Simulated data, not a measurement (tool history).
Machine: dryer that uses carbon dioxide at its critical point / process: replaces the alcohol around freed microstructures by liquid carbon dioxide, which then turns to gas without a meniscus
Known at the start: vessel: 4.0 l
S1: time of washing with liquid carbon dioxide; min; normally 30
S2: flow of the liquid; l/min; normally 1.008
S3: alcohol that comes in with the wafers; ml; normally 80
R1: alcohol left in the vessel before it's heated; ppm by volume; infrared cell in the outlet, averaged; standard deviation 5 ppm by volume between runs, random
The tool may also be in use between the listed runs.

run     day  S1     S2  S3   R1
  1       0  30  1.008  80   47
      0.379  -- inlet filter changed
  2   1.371  30    0.8  80   92
  3   2.942  30    0.8  80   95
  4   5.021  30    0.8  80  113
  5   6.433  30    0.8  80  114
  6   9.204  30    0.8  80  136
  7  11.642  30    0.8  80  152
  8  13.333  30    0.8  80  157
  9  15.204  39   1.58  80   42
     16.571  -- inlet filter changed
 10  17.833  39   1.58  80   49
 11  20.088  38   1.58  48   59
 12  21.746  21   1.04  26  106
 13  24.271  21   1.04  26  118
 14  26.571  21   1.04  26  115
 15  28.125  37  1.008  80   83

Below are 3 alternative next runs, each starting from the tool's condition after run 15. Predict each:
  A  30.942  19  1.008  107   ?
  B  30.942  30   0.68   48   ?
  C  30.942  23  1.008   28   ?

run   R1
  A  537
  B  240
  C  126
What these runs would have given with no unlogged condition in the tool:
run   R1
  A  306
  B  112
  C   37
